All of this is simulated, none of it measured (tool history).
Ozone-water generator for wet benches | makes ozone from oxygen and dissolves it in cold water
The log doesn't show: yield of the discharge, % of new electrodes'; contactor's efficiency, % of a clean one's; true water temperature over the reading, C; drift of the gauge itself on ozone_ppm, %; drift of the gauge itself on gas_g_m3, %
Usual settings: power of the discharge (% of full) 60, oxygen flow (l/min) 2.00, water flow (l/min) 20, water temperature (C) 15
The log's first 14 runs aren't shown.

run    hour  power of the discharge (% of full)  oxygen flow (l/min)  water flow (l/min)  water temperature (C)  hours of work since the electrodes were changed  hours of work since the contactor was cleaned  hours of work since the thermometer was calibrated  dissolved ozone (ppm)  ozone in the gas ahead of the water (g/m3)
     1412.6  -- contactor cleaned
 15  1475.5                                  60                 2.00                  20                     15                                             4189                                             41                                                5357                   7.04                                       138.0
     1518.5  -- water thermometer calibrated
 16  1611.7                                  60                 2.00                  20                     15                                             4278                                            130                                                  61                   6.91                                       135.8
 17  1745.1                                  60                 2.00                  20                     15                                             4365                                            217                                                 148                   6.93                                       135.4
 18  1889.4                                  81                 2.00                  13                     20                                             4459                                            311                                                 242                  12.02                                       159.5
 19  2034.5                                  93                 1.68                  20                      9                                             4554                                            405                                                 336                   8.42                                       185.6
 20  2109.9                                  45                 3.07                  16                     12                                             4603                                            454                                                 386                   8.78                                        98.8
     2131.7  -- contactor cleaned, once more
 21  2207.1                                  46                 1.89                  16                     16                                             4664                                             49                                                 446                   7.74                                       117.2
 22  2322.4                                  78                 1.78                  20                     15                                             4739                                            124                                                 522                   8.15                                       163.2
 23  2430.9                                  66                 1.78                  19                     15                                             4810                                            195                                                 592                   7.75                                       147.5
 24  2508.1                                  63                 2.17                  20                     15                                             4860                                            245                                                 643                   7.87                                       133.2
 25  2578.5                                  74                 1.57                  20                     15                                             4906                                            291                                                 689                   7.37                                       164.3
 26  2693.5                                  83                 1.23                  21                     15                                             4981                                            366                                                 764                   6.54                                       189.6
 27  2821.2                                  83                 1.23                  21                     12                                             5064                                            450                                                 847                   6.65                                       190.3
 28  2916.7                                  83                 1.23                  21                     12                                             5126                                            512                                                 909                   6.67                                       191.7
 29  3025.7                                  83                 1.23                  21                     12                                             5197                                            583                                                 980                   6.69                                       189.3
 30  3110.3                                  59                 1.23                  21                     12                                             5253                                            638                                                1035                   5.51                                       156.4
 31  3177.9                                  54                 1.23                  32                     20                                             5297                                            682                                                1080                   3.06                                       148.5
 32  3254.5                                  54                 1.06                  32                     20                                             5347                                            732                                                1129                   2.83                                       156.9
 33  3364.5                                  54                 1.06                  26                     20                                             5418                                            804                                                1201                   3.68                                       157.6
 34  3478.1                                  54                 1.06                  26                     20                                             5492                                            878                                                1275                   3.60                                       157.2

Forecast each of these 3 alternatives for the next run:
  A  3603.7                                  64                 1.06                  26                     10                                             5574                                            960                                                1357                      ?                                           ?
  B  3603.7                                  54                 2.94                  26                     20                                             5574                                            960                                                1357                      ?                                           ?
  C  3603.7                                  97                 1.80                  20                     12                                             5574                                            960                                                1357                      ?                                           ?

run  dissolved ozone (ppm)  ozone in the gas ahead of the water (g/m3)
  A                   4.06                                       172.1
  B                   5.82                                       110.2
  C                   9.07                                       181.9
Without the tool's hidden state the same runs would have given:
run  dissolved ozone (ppm)  ozone in the gas ahead of the water (g/m3)
  A                   4.66                                       192.4
  B                   6.58                                       121.8
  C                  10.67                                       209.0
